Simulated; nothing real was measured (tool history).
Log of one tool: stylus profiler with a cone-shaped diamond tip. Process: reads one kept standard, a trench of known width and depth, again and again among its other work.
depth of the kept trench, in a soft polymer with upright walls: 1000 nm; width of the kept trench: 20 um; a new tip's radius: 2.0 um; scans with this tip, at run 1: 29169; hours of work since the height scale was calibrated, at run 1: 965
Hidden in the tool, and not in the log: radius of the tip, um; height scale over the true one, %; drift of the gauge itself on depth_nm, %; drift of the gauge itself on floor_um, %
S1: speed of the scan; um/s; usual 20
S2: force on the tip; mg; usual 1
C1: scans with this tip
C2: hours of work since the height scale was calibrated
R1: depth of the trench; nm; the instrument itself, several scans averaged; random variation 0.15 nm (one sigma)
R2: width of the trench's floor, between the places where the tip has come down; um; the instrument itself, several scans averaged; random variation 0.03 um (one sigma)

run 1 day=0 | S1=20 S2=1 | C1=29169 C2=965 | R1=1004.79 R2=15.26
-- day=0.883 height scale calibrated on a step standard
run 2 day=1.729 | S1=20 S2=1 | C1=29507 C2=11 | R1=1003.43 R2=15.25
run 3 day=3.838 | S1=20 S2=1 | C1=29922 C2=40 | R1=1003.38 R2=15.22
run 4 day=7.062 | S1=20 S2=1 | C1=30559 C2=83 | R1=1003.08 R2=15.17
run 5 day=8.829 | S1=27 S2=1 | C1=30909 C2=106 | R1=1003.27 R2=15.11
run 6 day=10.829 | S1=7 S2=1 | C1=31303 C2=133 | R1=1002.95 R2=15.3
run 7 day=13.233 | S1=20 S2=1 | C1=31778 C2=165 | R1=1002.7 R2=15.19
run 8 day=15.067 | S1=20 S2=1 | C1=32141 C2=190 | R1=1002.68 R2=15.15
run 9 day=17.275 | S1=20 S2=0.48 | C1=32576 C2=219 | R1=1000.05 R2=15.04
run 10 day=19.217 | S1=23 S2=0.68 | C1=32960 C2=245 | R1=1000.7 R2=15.09

Run 11 comes next. What will it give?
-- day=21.55 new tip fitted, height scale calibrated
run 11 day=21.55 | S1=41 S2=0.68 | C1=0 C2=0 | R1=? R2=?

R1: 1005.69 nm
R2: 15.95 um
Without the tool's hidden state the same run would have given R1 1005.81 nm, R2 16 um.
